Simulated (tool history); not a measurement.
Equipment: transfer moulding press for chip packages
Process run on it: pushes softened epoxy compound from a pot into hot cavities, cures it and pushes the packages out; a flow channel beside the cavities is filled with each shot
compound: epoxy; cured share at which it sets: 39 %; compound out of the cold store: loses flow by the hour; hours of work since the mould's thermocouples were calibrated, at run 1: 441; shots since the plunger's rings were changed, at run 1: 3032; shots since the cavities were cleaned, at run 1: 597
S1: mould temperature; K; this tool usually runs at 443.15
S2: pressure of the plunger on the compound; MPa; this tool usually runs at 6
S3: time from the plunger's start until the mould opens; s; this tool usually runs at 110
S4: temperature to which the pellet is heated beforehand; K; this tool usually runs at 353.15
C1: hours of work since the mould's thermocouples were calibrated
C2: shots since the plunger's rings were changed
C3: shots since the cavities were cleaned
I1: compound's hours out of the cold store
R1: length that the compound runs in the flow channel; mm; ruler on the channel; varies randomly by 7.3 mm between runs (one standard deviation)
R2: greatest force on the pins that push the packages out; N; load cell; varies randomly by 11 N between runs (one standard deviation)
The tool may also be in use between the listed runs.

Run 1, day 0.000: usual settings; C1 441; C2 3032; C3 597; I1 39.1. Result: R1 918 mm, R2 508 N.
At day 0.154: cavities cleaned with cleaning compound and waxed.
Run 2, day 0.554: usual settings but S3 124 s; C1 448; C2 3162; C3 105; I1 24.4. Result: R1 942 mm, R2 463 N.
Run 3, day 1.004: usual settings but S3 124 s; C1 455; C2 3281; C3 224; I1 39.3. Result: R1 915 mm, R2 455 N.
Run 4, day 1.567: usual settings but S4 357.15 K; C1 463; C2 3430; C3 373; I1 11.1. Result: R1 987 mm, R2 508 N.
Run 5, day 2.021: usual settings but S1 440.15 K; C1 470; C2 3550; C3 493; I1 34.3. Result: R1 952 mm, R2 588 N.
At day 2.525: cavities cleaned with cleaning compound and waxed.
Run 6, day 2.571: usual settings but S1 442.15 K; C1 477; C2 3680; C3 12; I1 44.7. Result: R1 917 mm, R2 513 N.
Run 7, day 2.988: usual settings; C1 483; C2 3790; C3 122; I1 17.6. Result: R1 966 mm, R2 509 N.
Run 8, day 3.404: usual settings; C1 489; C2 3900; C3 232; I1 47.4. Result: R1 906 mm, R2 493 N.

Estimate the outcome of run 9 from the log above:
Run 9, day 4.196: usual settings; C1 501; C2 4109; C3 441; I1 17.4. Result: R1 ?, R2 ?.

{"run 9": {"R1": 974, "R2": 512}}
Were there no unlogged condition in the tool, this run, its random variation unchanged, would have produced R1 975 mm, R2 508 N.
